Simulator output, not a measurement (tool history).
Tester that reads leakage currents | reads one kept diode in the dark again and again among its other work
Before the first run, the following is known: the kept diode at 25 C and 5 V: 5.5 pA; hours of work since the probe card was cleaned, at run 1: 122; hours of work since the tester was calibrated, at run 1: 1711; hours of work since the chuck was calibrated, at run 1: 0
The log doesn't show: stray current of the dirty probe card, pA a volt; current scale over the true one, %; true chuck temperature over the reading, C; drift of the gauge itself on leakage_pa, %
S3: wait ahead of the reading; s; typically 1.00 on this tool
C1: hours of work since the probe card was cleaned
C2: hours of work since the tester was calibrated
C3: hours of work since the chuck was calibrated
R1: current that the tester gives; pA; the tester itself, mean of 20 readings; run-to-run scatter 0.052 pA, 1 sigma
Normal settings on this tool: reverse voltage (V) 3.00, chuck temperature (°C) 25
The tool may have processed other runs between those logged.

{"run": 1, "hour": 0.0, "reverse voltage (V)": 3.0, "chuck temperature (°C)": 25, "S3": 1.0, "C1": 122, "C2": 1711, "C3": 0, "R1": 5.02}
{"run": 2, "hour": 96.0, "reverse voltage (V)": 3.0, "chuck temperature (°C)": 25, "S3": 1.0, "C1": 191, "C2": 1781, "C3": 69, "R1": 5.15}
{"run": 3, "hour": 258.6, "reverse voltage (V)": 3.0, "chuck temperature (°C)": 25, "S3": 1.0, "C1": 309, "C2": 1898, "C3": 186, "R1": 5.43}
{"run": 4, "hour": 458.2, "reverse voltage (V)": 3.0, "chuck temperature (°C)": 25, "S3": 1.0, "C1": 452, "C2": 2042, "C3": 330, "R1": 5.76}
{"run": 5, "hour": 590.8, "reverse voltage (V)": 3.0, "chuck temperature (°C)": 25, "S3": 1.0, "C1": 548, "C2": 2137, "C3": 426, "R1": 5.92}
{"run": 6, "hour": 712.4, "reverse voltage (V)": 3.0, "chuck temperature (°C)": 25, "S3": 1.0, "C1": 636, "C2": 2225, "C3": 513, "R1": 6.15}
{"run": 7, "hour": 913.5, "reverse voltage (V)": 3.0, "chuck temperature (°C)": 25, "S3": 0.72, "C1": 781, "C2": 2370, "C3": 658, "R1": 6.6}
{"run": 8, "hour": 1016.9, "reverse voltage (V)": 3.0, "chuck temperature (°C)": 34, "S3": 1.0, "C1": 855, "C2": 2444, "C3": 733, "R1": 10.07}
{"run": 9, "hour": 1119.0, "reverse voltage (V)": 3.0, "chuck temperature (°C)": 34, "S3": 1.0, "C1": 929, "C2": 2518, "C3": 806, "R1": 10.22}
{"hour": 1216.4, "done": "tester calibrated"}
{"run": 10, "hour": 1240.8, "reverse voltage (V)": 3.0, "chuck temperature (°C)": 34, "S3": 1.0, "C1": 1015, "C2": 18, "C3": 893, "R1": 10.24}
{"hour": 1406.3, "done": "chuck's temperature calibrated"}
{"run": 11, "hour": 1441.5, "reverse voltage (V)": 3.0, "chuck temperature (°C)": 34, "S3": 1.0, "C1": 1158, "C2": 161, "C3": 25, "R1": 10.82}
{"run": 12, "hour": 1608.1, "reverse voltage (V)": 3.0, "chuck temperature (°C)": 34, "S3": 1.0, "C1": 1278, "C2": 281, "C3": 145, "R1": 11.01}
{"run": 13, "hour": 1689.5, "reverse voltage (V)": 3.0, "chuck temperature (°C)": 34, "S3": 1.0, "C1": 1337, "C2": 339, "C3": 204, "R1": 11.19}
{"run": 14, "hour": 1850.6, "reverse voltage (V)": 3.0, "chuck temperature (°C)": 34, "S3": 1.0, "C1": 1453, "C2": 456, "C3": 320, "R1": 11.39}
{"run": 15, "hour": 1957.5, "reverse voltage (V)": 3.0, "chuck temperature (°C)": 25, "S3": 1.0, "C1": 1530, "C2": 533, "C3": 397, "R1": 7.78}
{"run": 16, "hour": 2077.5, "reverse voltage (V)": 3.0, "chuck temperature (°C)": 25, "S3": 1.0, "C1": 1616, "C2": 619, "C3": 484, "R1": 8.19}
{"run": 17, "hour": 2173.5, "reverse voltage (V)": 3.0, "chuck temperature (°C)": 25, "S3": 1.0, "C1": 1686, "C2": 688, "C3": 553, "R1": 8.12}
{"run": 18, "hour": 2291.8, "reverse voltage (V)": 3.0, "chuck temperature (°C)": 25, "S3": 1.0, "C1": 1771, "C2": 773, "C3": 638, "R1": 8.46}
{"run": 19, "hour": 2436.3, "reverse voltage (V)": 3.0, "chuck temperature (°C)": 25, "S3": 1.0, "C1": 1875, "C2": 878, "C3": 742, "R1": 8.61}
{"run": 20, "hour": 2593.6, "reverse voltage (V)": 3.0, "chuck temperature (°C)": 29, "S3": 2.98, "C1": 1988, "C2": 991, "C3": 856, "R1": 9.94}
{"run": 21, "hour": 2702.0, "reverse voltage (V)": 3.0, "chuck temperature (°C)": 29, "S3": 2.98, "C1": 2066, "C2": 1069, "C3": 934, "R1": 9.93}
{"hour": 2760.6, "done": "probe card cleaned and baked"}
{"hour": 2804.1, "done": "chuck's temperature calibrated"}
{"run": 22, "hour": 2878.8, "reverse voltage (V)": 3.0, "chuck temperature (°C)": 29, "S3": 2.98, "C1": 84, "C2": 1193, "C3": 54, "R1": 6.07}
{"run": 23, "hour": 2982.9, "reverse voltage (V)": 3.0, "chuck temperature (°C)": 41, "S3": 0.59, "C1": 159, "C2": 1268, "C3": 129, "R1": 13.77}
{"run": 24, "hour": 3115.4, "reverse voltage (V)": 3.0, "chuck temperature (°C)": 41, "S3": 0.59, "C1": 254, "C2": 1363, "C3": 224, "R1": 14.02}
{"run": 25, "hour": 3294.7, "reverse voltage (V)": 3.0, "chuck temperature (°C)": 41, "S3": 0.47, "C1": 383, "C2": 1493, "C3": 353, "R1": 14.43}
{"run": 26, "hour": 3386.0, "reverse voltage (V)": 6.51, "chuck temperature (°C)": 41, "S3": 1.6, "C1": 449, "C2": 1558, "C3": 419, "R1": 22.31}
{"run": 27, "hour": 3557.6, "reverse voltage (V)": 3.0, "chuck temperature (°C)": 46, "S3": 1.0, "C1": 573, "C2": 1682, "C3": 543, "R1": 18.87}
{"run": 28, "hour": 3745.0, "reverse voltage (V)": 2.06, "chuck temperature (°C)": 55, "S3": 2.46, "C1": 708, "C2": 1817, "C3": 678, "R1": 25.13}
{"run": 29, "hour": 3914.0, "reverse voltage (V)": 2.06, "chuck temperature (°C)": 55, "S3": 2.46, "C1": 830, "C2": 1939, "C3": 800, "R1": 25.21}
{"run": 30, "hour": 4112.7, "reverse voltage (V)": 19.36, "chuck temperature (°C)": 55, "S3": 2.46, "C1": 973, "C2": 2082, "C3": 943, "R1": 98.31}
{"hour": 4200.3, "done": "chuck's temperature calibrated"}
{"run": 31, "hour": 4312.0, "reverse voltage (V)": 19.36, "chuck temperature (°C)": 55, "S3": 2.46, "C1": 1115, "C2": 2224, "C3": 81, "R1": 102.14}
{"run": 32, "hour": 4404.5, "reverse voltage (V)": 2.89, "chuck temperature (°C)": 25, "S3": 1.0, "C1": 1182, "C2": 2291, "C3": 147, "R1": 7.13}
{"run": 33, "hour": 4510.0, "reverse voltage (V)": 1.3, "chuck temperature (°C)": 25, "S3": 1.56, "C1": 1258, "C2": 2367, "C3": 223, "R1": 3.97}
{"run": 34, "hour": 4703.9, "reverse voltage (V)": 1.25, "chuck temperature (°C)": 21, "S3": 0.97, "C1": 1398, "C2": 2507, "C3": 363, "R1": 3.39}
{"hour": 4808.5, "done": "tester calibrated"}
{"run": 35, "hour": 4835.6, "reverse voltage (V)": 1.25, "chuck temperature (°C)": 21, "S3": 0.97, "C1": 1491, "C2": 20, "C3": 456, "R1": 3.47}
{"run": 36, "hour": 4957.2, "reverse voltage (V)": 3.92, "chuck temperature (°C)": 35, "S3": 1.0, "C1": 1579, "C2": 107, "C3": 544, "R1": 14.82}
{"run": 37, "hour": 5155.9, "reverse voltage (V)": 1.78, "chuck temperature (°C)": 25, "S3": 1.0, "C1": 1722, "C2": 250, "C3": 687, "R1": 5.5}
{"run": 38, "hour": 5254.0, "reverse voltage (V)": 1.78, "chuck temperature (°C)": 25, "S3": 1.0, "C1": 1792, "C2": 321, "C3": 758, "R1": 5.72}

Pick out some run-to-run changes in R1. Of each, how much would a tool without hidden state show as well, from the settings, what came in and chance, and how much is left for the hidden state and any gauge scatter not in both results compared?
Run 21 -> 22: probe card cleaned and baked, chuck's temperature calibrated. R1 -3.86 pA: hidden state -4.01, all else +0.15.
Run 29 -> 30: reverse voltage (V) 2.06 -> 19.36. R1 +73.10 pA: hidden state +11.71, all else +61.39.
Run 31 -> 32: reverse voltage (V) 19.36 -> 2.89, chuck temperature (°C) 55 -> 25, S3 2.46 -> 1.00. R1 -95.01 pA: hidden state -14.10, all else -80.91.
Run 35 -> 36: reverse voltage (V) 1.25 -> 3.92, chuck temperature (°C) 21 -> 35, S3 0.97 -> 1.00. R1 +11.35 pA: hidden state +2.98, all else +8.37.
